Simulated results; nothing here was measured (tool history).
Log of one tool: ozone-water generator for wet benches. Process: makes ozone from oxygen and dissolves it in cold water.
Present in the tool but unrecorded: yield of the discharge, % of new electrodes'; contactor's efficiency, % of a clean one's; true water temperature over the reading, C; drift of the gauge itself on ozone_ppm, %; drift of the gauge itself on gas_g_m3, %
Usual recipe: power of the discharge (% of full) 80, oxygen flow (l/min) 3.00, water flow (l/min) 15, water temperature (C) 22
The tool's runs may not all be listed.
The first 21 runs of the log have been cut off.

run	hour	power of the discharge (% of full)	oxygen flow (l/min)	water flow (l/min)	water temperature (C)	hours of work since the electrodes were changed	hours of work since the contactor was cleaned	hours of work since the thermometer was calibrated	dissolved ozone (ppm)	ozone in the gas ahead of the water (g/m3)
22	970.7	80	3.12	15	17	1556	4166	2496	20.3	219.0
23	1002.1	44	1.69	12	22	1576	4186	2516	13.1	179.0
24	1030.7	44	1.69	19	17	1594	4204	2534	8.4	180.6
25	1091.8	44	1.69	19	17	1632	4242	2572	8.5	178.0
26	1138.4	44	1.69	19	17	1662	4271	2602	8.5	180.5
27	1179.3	71	3.00	15	22	1688	4297	2627	16.8	199.9
28	1225.5	71	3.00	15	22	1716	4326	2656	17.0	201.2
29	1255.7	75	3.00	12	22	1735	4345	2675	21.5	210.4

The next listed run, before its measurement:
30	1316.5	66	3.00	16	22	1774	4383	2713	?	?

Run 30 gave dissolved ozone (ppm) 15.0, ozone in the gas ahead of the water (g/m3) 187.0.
Had the tool carried no hidden state, the very same run would have given dissolved ozone (ppm) 15.0, ozone in the gas ahead of the water (g/m3) 187.1.
